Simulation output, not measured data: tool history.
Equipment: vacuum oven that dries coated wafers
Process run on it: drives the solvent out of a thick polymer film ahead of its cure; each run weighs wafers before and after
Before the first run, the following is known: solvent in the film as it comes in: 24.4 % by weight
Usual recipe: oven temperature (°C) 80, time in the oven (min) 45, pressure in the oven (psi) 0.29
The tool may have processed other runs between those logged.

| run | hour | oven temperature (°C) | time in the oven (min) | pressure in the oven (psi) | solvent left in the film (%) |
|---|---|---|---|---|---|
| 1 | 0 | 80 | 45 | 0.29 | 3.25 |
| 2 | 28.6 | 80 | 45 | 0.29 | 3.13 |
| 3 | 45.9 | 80 | 45 | 0.29 | 3.13 |
| 4 | 76.6 | 80 | 45 | 0.29 | 3.15 |
| 5 | 90.3 | 80 | 49 | 0.29 | 2.8 |
| 6 | 106.4 | 80 | 49 | 0.29 | 2.75 |
| 7 | 134 | 80 | 35 | 0.29 | 4.56 |
|  | 137.1 | vacuum gauge cleaned of residue and calibrated |
| 8 | 153.2 | 80 | 45 | 0.29 | 3.16 |
| 9 | 176.3 | 77 | 45 | 0.29 | 4.18 |
| 10 | 189.2 | 77 | 45 | 0.29 | 4.22 |
|  | 194.9 | vacuum gauge cleaned of residue and calibrated, once more |
| 11 | 219.8 | 77 | 45 | 0.29 | 4.21 |
| 12 | 232.7 | 80 | 45 | 0.239 | 3.1 |
| 13 | 255.2 | 93 | 45 | 0.645 | 1.36 |
| 14 | 282.9 | 78 | 45 | 0.716 | 4.98 |
| 15 | 297.8 | 68 | 57 | 0.577 | 7.23 |
| 16 | 310.8 | 68 | 57 | 0.577 | 7.25 |
| 17 | 326.5 | 68 | 42 | 0.528 | 9.1 |
| 18 | 352.9 | 68 | 26 | 0.249 | 11.66 |
| 19 | 384 | 85 | 45 | 0.29 | 1.98 |

Per-run results on a tool with no hidden state, each run keeping its own random variation:
The tool's hidden condition here consists of: true wafer temperature over the reading, C; true pressure over the reading, kPa; drift of the gauge itself on solvent_pct, %.
| run | solvent left in the film (%) |
|---|---|
| 1 | 2.98 |
| 2 | 2.86 |
| 3 | 2.85 |
| 4 | 2.86 |
| 5 | 2.53 |
| 6 | 2.48 |
| 7 | 4.2 |
| 8 | 2.85 |
| 9 | 3.81 |
| 10 | 3.84 |
| 11 | 3.85 |
| 12 | 2.79 |
| 13 | 1.26 |
| 14 | 4.59 |
| 15 | 6.74 |
| 16 | 6.75 |
| 17 | 8.59 |
| 18 | 11.2 |
| 19 | 1.75 |
